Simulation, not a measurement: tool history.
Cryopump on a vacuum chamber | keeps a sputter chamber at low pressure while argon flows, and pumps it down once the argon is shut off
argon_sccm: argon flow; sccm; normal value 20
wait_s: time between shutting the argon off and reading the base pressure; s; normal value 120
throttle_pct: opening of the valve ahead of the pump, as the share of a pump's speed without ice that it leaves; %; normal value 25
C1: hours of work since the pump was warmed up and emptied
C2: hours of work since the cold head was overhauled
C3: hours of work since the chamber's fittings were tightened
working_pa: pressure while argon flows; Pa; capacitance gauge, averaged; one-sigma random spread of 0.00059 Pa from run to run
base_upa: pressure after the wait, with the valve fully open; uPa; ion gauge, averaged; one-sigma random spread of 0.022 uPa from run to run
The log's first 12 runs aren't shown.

run 13 hour=539.8 | argon_sccm=20 wait_s=120 throttle_pct=25 | C1=453 C2=453 C3=3228 | working_pa=0.0807 base_upa=2.03
run 14 hour=573.4 | argon_sccm=20 wait_s=120 throttle_pct=18 | C1=476 C2=476 C3=3251 | working_pa=0.1092 base_upa=2.14
run 15 hour=611.6 | argon_sccm=20 wait_s=120 throttle_pct=18 | C1=503 C2=503 C3=3278 | working_pa=0.1078 base_upa=2.1
run 16 hour=658.3 | argon_sccm=20 wait_s=120 throttle_pct=18 | C1=536 C2=536 C3=3311 | working_pa=0.1102 base_upa=2.2
run 17 hour=690.9 | argon_sccm=20 wait_s=120 throttle_pct=18 | C1=559 C2=559 C3=3333 | working_pa=0.1119 base_upa=2.19
run 18 hour=737.2 | argon_sccm=20 wait_s=120 throttle_pct=18 | C1=591 C2=591 C3=3366 | working_pa=0.1106 base_upa=2.19
run 19 hour=785.1 | argon_sccm=20 wait_s=120 throttle_pct=18 | C1=625 C2=625 C3=3399 | working_pa=0.1106 base_upa=2.29
run 20 hour=812.9 | argon_sccm=20 wait_s=120 throttle_pct=18 | C1=644 C2=644 C3=3419 | working_pa=0.1097 base_upa=2.19
-- hour=827 leaking fittings of the chamber tightened, without venting
run 21 hour=873.9 | argon_sccm=25 wait_s=120 throttle_pct=35 | C1=685 C2=685 C3=33 | working_pa=0.0726 base_upa=0.67
run 22 hour=931.7 | argon_sccm=25 wait_s=120 throttle_pct=35 | C1=726 C2=726 C3=73 | working_pa=0.0732 base_upa=0.68
run 23 hour=965 | argon_sccm=22 wait_s=34 throttle_pct=44 | C1=749 C2=749 C3=97 | working_pa=0.0531 base_upa=1.81
run 24 hour=992.8 | argon_sccm=24 wait_s=124 throttle_pct=20 | C1=769 C2=769 C3=116 | working_pa=0.1201 base_upa=0.68
run 25 hour=1041.5 | argon_sccm=24 wait_s=124 throttle_pct=20 | C1=803 C2=803 C3=150 | working_pa=0.1197 base_upa=0.68
run 26 hour=1083.2 | argon_sccm=9 wait_s=147 throttle_pct=25 | C1=832 C2=832 C3=179 | working_pa=0.0366 base_upa=0.67
run 27 hour=1113.1 | argon_sccm=9 wait_s=265 throttle_pct=25 | C1=853 C2=853 C3=200 | working_pa=0.0371 base_upa=0.53
run 28 hour=1162.4 | argon_sccm=21 wait_s=39 throttle_pct=25 | C1=888 C2=888 C3=235 | working_pa=0.0865 base_upa=1.71
run 29 hour=1207.8 | argon_sccm=21 wait_s=39 throttle_pct=25 | C1=919 C2=919 C3=267 | working_pa=0.0858 base_upa=1.76
run 30 hour=1260.1 | argon_sccm=21 wait_s=39 throttle_pct=25 | C1=956 C2=956 C3=303 | working_pa=0.0868 base_upa=1.78
run 31 hour=1292.3 | argon_sccm=21 wait_s=39 throttle_pct=25 | C1=979 C2=979 C3=326 | working_pa=0.0864 base_upa=1.72
-- hour=1328.3 pump warmed up, emptied and cooled again
run 32 hour=1349.2 | argon_sccm=21 wait_s=39 throttle_pct=25 | C1=15 C2=1015 C3=362 | working_pa=0.0804 base_upa=1.68
run 33 hour=1376.8 | argon_sccm=21 wait_s=39 throttle_pct=25 | C1=34 C2=1034 C3=382 | working_pa=0.0809 base_upa=1.74
run 34 hour=1436.6 | argon_sccm=31 wait_s=39 throttle_pct=56 | C1=76 C2=1076 C3=424 | working_pa=0.0536 base_upa=1.75
run 35 hour=1494.8 | argon_sccm=25 wait_s=39 throttle_pct=60 | C1=117 C2=1117 C3=464 | working_pa=0.0413 base_upa=1.75

3 options for the next run, each taken on its own from the tool as it stands now. Forecast them:
run A hour=1526.8 | argon_sccm=19 wait_s=72 throttle_pct=42 | C1=139 C2=1139 C3=487 | working_pa=? base_upa=?
run B hour=1526.8 | argon_sccm=20 wait_s=182 throttle_pct=25 | C1=139 C2=1139 C3=487 | working_pa=? base_upa=?
run C hour=1526.8 | argon_sccm=31 wait_s=256 throttle_pct=18 | C1=139 C2=1139 C3=487 | working_pa=? base_upa=?

run=A working_pa=0.0449 base_upa=1.13
run=B working_pa=0.0784 base_upa=0.69
run=C working_pa=0.1677 base_upa=0.57
With the hidden condition removed and each run's random variation left untouched, the same runs would have given:
run=A working_pa=0.0438 base_upa=0.93
run=B working_pa=0.0773 base_upa=0.48
run=C working_pa=0.1658 base_upa=0.36
